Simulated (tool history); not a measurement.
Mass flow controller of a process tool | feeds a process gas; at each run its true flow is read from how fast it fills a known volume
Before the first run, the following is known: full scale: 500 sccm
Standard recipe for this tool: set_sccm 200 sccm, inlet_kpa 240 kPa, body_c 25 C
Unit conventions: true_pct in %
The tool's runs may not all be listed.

run	hour	set_sccm	inlet_kpa	body_c	true_pct
1	0	200	240	25	98.56
2	118.5	200	240	25	98.47
3	186.6	200	181	25	99.1
4	279.8	61	181	25	98.36
5	346.3	200	240	20	98.19
6	462.4	200	240	25	98.48
7	573.5	200	240	28	98.89
8	707.9	200	240	27	98.82
9	804.9	200	240	28	98.84
10	925.2	200	240	28	98.88
11	990.7	200	240	28	98.92
12	1078.1	200	240	28	98.83
13	1202.3	200	240	28	98.79
14	1290.6	200	240	28	98.7
15	1425.3	200	240	30	98.97
16	1523.4	200	240	30	98.96
17	1596	200	240	30	98.9
18	1668.5	100	146	20	98.32
19	1811.5	100	146	20	98.46

For run 20, what comes out?
20	1922.7	100	156	21	?

Run 20 produced true_pct 98.46 %.
Were there no unlogged condition in the tool, this run, its random variation unchanged, would have produced true_pct 98.47 %.

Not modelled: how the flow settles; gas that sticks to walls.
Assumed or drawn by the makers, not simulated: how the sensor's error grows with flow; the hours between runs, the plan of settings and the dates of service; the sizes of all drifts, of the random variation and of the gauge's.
